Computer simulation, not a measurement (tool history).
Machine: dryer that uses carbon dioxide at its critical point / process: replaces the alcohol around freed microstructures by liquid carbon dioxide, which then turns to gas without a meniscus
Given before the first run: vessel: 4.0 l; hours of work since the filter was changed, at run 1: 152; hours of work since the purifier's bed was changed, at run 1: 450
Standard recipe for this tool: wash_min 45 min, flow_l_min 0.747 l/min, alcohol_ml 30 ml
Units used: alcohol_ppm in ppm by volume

| run | hour | wash_min | flow_l_min | alcohol_ml | hours of work since the filter was changed | hours of work since the purifier's bed was changed | alcohol_ppm |
|---|---|---|---|---|---|---|---|
| 1 | 0 | 45 | 0.747 | 30 | 152 | 450 | 68 |
| 2 | 15.6 | 45 | 0.747 | 30 | 162 | 460 | 68 |
| 3 | 30.7 | 45 | 0.747 | 30 | 171 | 469 | 71 |
| 4 | 52.5 | 45 | 1.034 | 30 | 185 | 483 | 76 |
| 5 | 66.9 | 45 | 0.747 | 30 | 194 | 492 | 71 |
| 6 | 80.4 | 45 | 0.747 | 30 | 202 | 500 | 74 |
| 7 | 94 | 45 | 0.747 | 30 | 210 | 508 | 78 |
| 8 | 116.3 | 45 | 0.747 | 30 | 224 | 522 | 84 |
| 9 | 128.7 | 45 | 0.747 | 30 | 232 | 530 | 83 |
| 10 | 138.4 | 45 | 0.747 | 30 | 238 | 536 | 80 |
| 11 | 150.6 | 45 | 0.747 | 35 | 246 | 543 | 87 |
| 12 | 166 | 45 | 0.747 | 35 | 255 | 553 | 80 |
| 13 | 184.3 | 45 | 0.747 | 35 | 266 | 564 | 89 |
| 14 | 201.6 | 45 | 0.747 | 35 | 277 | 575 | 83 |
| 15 | 222.9 | 45 | 0.747 | 35 | 290 | 588 | 90 |
| 16 | 237.7 | 45 | 0.747 | 35 | 299 | 597 | 92 |
| 17 | 248.2 | 45 | 0.747 | 35 | 306 | 604 | 88 |
| 18 | 260.4 | 45 | 1.031 | 30 | 313 | 611 | 85 |
| 19 | 282.4 | 39 | 0.747 | 24 | 327 | 625 | 97 |
| 20 | 295.1 | 67 | 1.126 | 71 | 335 | 633 | 85 |
| 21 | 312.1 | 72 | 0.747 | 21 | 345 | 643 | 78 |
| 22 | 330.9 | 40 | 0.923 | 37 | 357 | 655 | 98 |
| 23 | 343.5 | 45 | 1.026 | 27 | 365 | 663 | 93 |
| 24 | 358.5 | 45 | 1.026 | 25 | 374 | 672 | 94 |
| 25 | 379.9 | 45 | 1.026 | 25 | 387 | 685 | 97 |
| 26 | 395.6 | 60 | 1.026 | 93 | 397 | 695 | 93 |
|  | 402.7 | inlet filter changed |
| 27 | 420.1 | 60 | 1.026 | 93 | 11 | 710 | 100 |
| 28 | 437.4 | 45 | 1.026 | 93 | 21 | 720 | 99 |
| 29 | 448.1 | 45 | 1.026 | 93 | 28 | 727 | 103 |
| 30 | 468 | 45 | 1.026 | 93 | 40 | 739 | 102 |
| 31 | 481.3 | 45 | 1.026 | 93 | 49 | 747 | 103 |
| 32 | 500.1 | 41 | 0.525 | 30 | 60 | 759 | 160 |
| 33 | 519.2 | 33 | 1.014 | 22 | 72 | 771 | 101 |
| 34 | 536.6 | 33 | 0.62 | 22 | 83 | 782 | 162 |
| 35 | 556.4 | 33 | 0.62 | 22 | 95 | 794 | 159 |
| 36 | 571.6 | 31 | 1.064 | 53 | 105 | 803 | 106 |

Each row is a separate what-if for the run after 36, all from the same tool condition, not one after another. Results?
| A | 595.2 | 31 | 0.484 | 22 | 119 | 818 | ? |
| B | 595.2 | 37 | 1.064 | 53 | 119 | 818 | ? |
| C | 595.2 | 66 | 1.064 | 21 | 119 | 818 | ? |
| D | 595.2 | 32 | 1.064 | 53 | 119 | 818 | ? |
| E | 595.2 | 70 | 0.747 | 30 | 119 | 818 | ? |

| run | alcohol_ppm |
|---|---|
| A | 301 |
| B | 102 |
| C | 113 |
| D | 115 |
| E | 115 |
Without the tool's hidden state the same runs would have given:
| run | alcohol_ppm |
|---|---|
| A | 173 |
| B | 0 |
| C | 7 |
| D | 8 |
| E | 7 |
